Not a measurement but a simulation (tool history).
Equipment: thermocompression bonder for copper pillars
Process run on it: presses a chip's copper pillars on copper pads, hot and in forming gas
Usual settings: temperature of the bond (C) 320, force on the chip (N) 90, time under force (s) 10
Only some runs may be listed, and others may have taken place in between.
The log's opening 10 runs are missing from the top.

| run | day | temperature of the bond (C) | force on the chip (N) | time under force (s) | force that shears a chip off (N) |
|---|---|---|---|---|---|
|  | 21.604 | forming gas filter changed |
| 11 | 23.954 | 320 | 90 | 10 | 63.7 |
| 12 | 25.833 | 320 | 82 | 10 | 57.1 |
| 13 | 28.671 | 320 | 82 | 10 | 56.8 |
| 14 | 31.325 | 320 | 82 | 10 | 53.4 |
| 15 | 33.383 | 320 | 82 | 10 | 54.3 |
| 16 | 36.221 | 320 | 90 | 10 | 58.2 |
| 17 | 38.633 | 318 | 62 | 6 | 30.2 |
|  | 39.225 | forming gas filter changed |
| 18 | 41.208 | 331 | 90 | 10 | 69.9 |
| 19 | 43.671 | 290 | 86 | 19 | 52.6 |
| 20 | 45.475 | 290 | 86 | 19 | 52.8 |

Run 21, settings as shown, results not yet in. Your forecast:
| 21 | 46.750 | 290 | 86 | 19 | ? |

For run 21 the tool returned force that shears a chip off (N) 52.3.
Had the tool carried no hidden state, the very same run would have given force that shears a chip off (N) 55.7.
